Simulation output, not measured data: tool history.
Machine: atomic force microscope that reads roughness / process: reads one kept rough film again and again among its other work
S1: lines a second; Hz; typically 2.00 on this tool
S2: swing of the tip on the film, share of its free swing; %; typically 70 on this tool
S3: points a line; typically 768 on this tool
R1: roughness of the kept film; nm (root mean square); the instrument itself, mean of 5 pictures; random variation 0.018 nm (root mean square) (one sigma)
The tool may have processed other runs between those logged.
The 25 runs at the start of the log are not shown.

| run | hour | S1 | S2 | S3 | R1 |
|---|---|---|---|---|---|
| 26 | 1135.8 | 2.00 | 82 | 768 | 3.955 |
|  | 1147.9 | new tip fitted |
| 27 | 1178.1 | 2.00 | 87 | 489 | 3.807 |
| 28 | 1229.2 | 0.77 | 68 | 653 | 4.566 |
|  | 1248.3 | new tip fitted |
| 29 | 1273.0 | 3.66 | 61 | 485 | 4.274 |
| 30 | 1326.4 | 1.10 | 70 | 476 | 4.441 |
|  | 1348.9 | new tip fitted |
| 31 | 1380.0 | 0.71 | 69 | 768 | 4.572 |
| 32 | 1411.0 | 0.52 | 69 | 768 | 4.589 |
|  | 1452.0 | new tip fitted |
| 33 | 1466.1 | 2.00 | 76 | 768 | 4.103 |

3 options for the next run, each taken on its own from the tool as it stands now. Forecast them:
| A | 1492.8 | 0.65 | 65 | 352 | ? |
| B | 1492.8 | 2.00 | 76 | 1010 | ? |
| C | 1492.8 | 0.85 | 76 | 768 | ? |

| run | R1 |
|---|---|
| A | 4.567 |
| B | 4.126 |
| C | 4.434 |
Had the tool no hidden state, the same runs would have come out as:
| run | R1 |
|---|---|
| A | 4.574 |
| B | 4.132 |
| C | 4.441 |

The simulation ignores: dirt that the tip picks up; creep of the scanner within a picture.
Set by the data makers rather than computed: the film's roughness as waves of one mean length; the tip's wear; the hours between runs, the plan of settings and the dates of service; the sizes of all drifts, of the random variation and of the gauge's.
